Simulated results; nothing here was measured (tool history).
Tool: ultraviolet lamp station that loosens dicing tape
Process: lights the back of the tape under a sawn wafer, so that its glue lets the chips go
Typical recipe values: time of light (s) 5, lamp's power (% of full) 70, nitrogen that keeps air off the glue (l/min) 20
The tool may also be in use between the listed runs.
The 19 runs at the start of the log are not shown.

run	hour	time of light (s)	lamp's power (% of full)	nitrogen that keeps air off the glue (l/min)	force that peels the tape off (N)	light that reached the tape (mJ/cm2)
20	311.6	5	70	20	0.234	313
21	331.4	5	70	20	0.229	314
22	350.9	10	73	10	0.066	658
23	371.6	5	84	20	0.139	374
24	388.6	3	63	20	1.126	170
25	409.6	3	63	20	1.125	170
26	423.4	5	70	28	0.179	309
27	435.4	4	70	16	0.542	248
28	455.2	4	70	16	0.535	251
29	473.9	4	70	16	0.536	246
30	483.4	3	70	16	1.032	191
31	494.7	5	92	22	0.105	408
32	513.6	5	92	22	0.11	406
33	530.8	9	92	31	0.048	737
34	550.8	4	97	23	0.158	338
35	572.8	4	97	23	0.164	338
36	591.3	4	70	20	0.453	243
37	612.2	4	70	8	0.931	245
38	623.2	8	66	18	0.089	466
39	637	3	86	15	0.716	226
40	659	6	70	20	0.152	360
41	671	7	74	18	0.096	449
42	685.1	7	74	18	0.099	450

Consider 4 possible next runs. They are alternatives, not a sequence: every one starts from the tool as it was left by run 42. What does each give?
A	702	7	61	18	?	?
B	702	7	74	16	?	?
C	702	6	100	32	?	?
D	702	7	98	6	?	?

run	force that peels the tape off (N)	light that reached the tape (mJ/cm2)
A	0.154	369
B	0.099	443
C	0.053	517
D	0.116	597
The same runs, with their run-to-run variation unchanged, on a tool lacking any hidden condition would have given:
run	force that peels the tape off (N)	light that reached the tape (mJ/cm2)
A	0.11	415
B	0.075	499
C	0.049	581
D	0.089	671

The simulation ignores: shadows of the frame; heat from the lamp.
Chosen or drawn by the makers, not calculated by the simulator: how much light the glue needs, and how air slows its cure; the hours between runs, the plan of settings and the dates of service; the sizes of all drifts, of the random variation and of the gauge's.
